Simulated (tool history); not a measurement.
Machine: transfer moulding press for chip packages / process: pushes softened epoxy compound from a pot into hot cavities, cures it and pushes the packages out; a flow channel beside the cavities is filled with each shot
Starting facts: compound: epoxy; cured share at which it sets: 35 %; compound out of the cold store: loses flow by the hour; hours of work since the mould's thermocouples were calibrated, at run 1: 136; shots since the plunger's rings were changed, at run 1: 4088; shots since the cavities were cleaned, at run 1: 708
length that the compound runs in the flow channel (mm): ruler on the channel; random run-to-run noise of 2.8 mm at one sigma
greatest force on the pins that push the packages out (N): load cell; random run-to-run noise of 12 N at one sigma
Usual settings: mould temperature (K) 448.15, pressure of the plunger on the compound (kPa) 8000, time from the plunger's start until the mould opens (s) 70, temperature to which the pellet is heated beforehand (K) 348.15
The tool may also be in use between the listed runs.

run,hour,mould temperature (K),pressure of the plunger on the compound (kPa),time from the plunger's start until the mould opens (s),temperature to which the pellet is heated beforehand (K),hours of work since the mould's thermocouples were calibrated,shots since the plunger's rings were changed,shots since the cavities were cleaned,incoming compound's hours out of the cold store,length that the compound runs in the flow channel (mm),greatest force on the pins that push the packages out (N)
1,0.0,448.15,8000,70,348.15,136,4088,708,21.4,646,907
2,4.9,448.15,8000,53,348.15,139,4167,787,46.7,586,1470
3,12.2,448.15,8000,80,348.15,144,4282,902,36.4,607,771
4,18.5,448.15,8000,80,348.15,147,4382,1002,19.7,645,819
# hour 29.7: cavities cleaned with cleaning compound and waxed
5,29.9,448.15,8000,80,348.15,153,4538,2,47.1,582,477
6,37.3,448.15,8000,80,348.15,158,4656,120,19.0,650,548
7,45.5,448.15,8000,80,348.15,163,4788,252,12.3,661,626
# hour 50.8: plunger's sealing rings changed
8,55.6,448.15,8000,80,348.15,167,76,372,31.5,660,641
9,64.8,448.15,8000,80,348.15,173,221,517,37.1,648,701
10,73.9,448.15,8000,70,350.15,178,366,662,45.0,631,850
11,81.1,448.15,8000,70,350.15,183,480,776,15.5,699,904
12,85.5,448.15,8000,70,350.15,185,550,846,28.0,664,883
13,94.7,448.15,8000,109,350.15,191,697,993,25.5,668,762
14,102.3,448.15,8000,109,350.15,195,816,1112,45.5,621,746
# hour 106.0: cavities cleaned with cleaning compound and waxed
15,112.9,443.15,8560,98,344.15,201,962,110,10.1,749,559
16,122.2,443.15,8560,98,344.15,206,1108,256,31.8,685,601
17,132.9,443.15,8560,98,344.15,213,1280,428,40.4,671,639
18,138.2,451.15,9380,91,343.15,216,1363,511,26.8,709,650
19,143.1,451.15,9380,91,343.15,219,1441,589,38.9,677,668
20,153.3,455.15,6430,70,348.15,225,1603,751,14.1,601,726
21,161.8,448.15,8000,64,346.15,230,1738,886,29.3,653,1030
22,170.5,440.15,8860,51,348.15,235,1876,1024,20.3,735,2926
# hour 179.9: cavities cleaned with cleaning compound and waxed
23,180.6,440.15,8860,51,348.15,240,2013,11,22.8,722,1793
24,188.7,448.15,8050,61,348.15,245,2142,140,38.0,627,820
25,198.3,448.15,8000,60,344.15,251,2294,292,12.4,688,1036
26,204.4,448.15,8000,60,344.15,255,2390,388,41.0,617,1000
27,212.2,448.15,8000,60,344.15,259,2515,513,42.0,612,1046
28,221.1,448.15,6140,63,345.15,265,2655,653,42.4,534,1011

5 ways to go on from here, each from the tool as it stands after run 28. What would each give?
A,229.6,445.15,8890,66,345.15,270,2791,789,44.9,?,?
B,229.6,448.15,6140,63,350.15,270,2791,789,30.1,?,?
C,229.6,454.15,8910,83,345.15,270,2791,789,37.3,?,?
D,229.6,448.15,8000,55,348.15,270,2791,789,16.1,?,?
E,229.6,448.15,8450,70,350.15,270,2791,789,38.5,?,?

run,length that the compound runs in the flow channel (mm),greatest force on the pins that push the packages out (N)
A,646,1119
B,559,1072
C,641,710
D,674,1504
E,635,873
Stripped of hidden state, with their random variation kept, the same runs would have yielded:
run,length that the compound runs in the flow channel (mm),greatest force on the pins that push the packages out (N)
A,674,668
B,583,641
C,669,440
D,703,893
E,663,530

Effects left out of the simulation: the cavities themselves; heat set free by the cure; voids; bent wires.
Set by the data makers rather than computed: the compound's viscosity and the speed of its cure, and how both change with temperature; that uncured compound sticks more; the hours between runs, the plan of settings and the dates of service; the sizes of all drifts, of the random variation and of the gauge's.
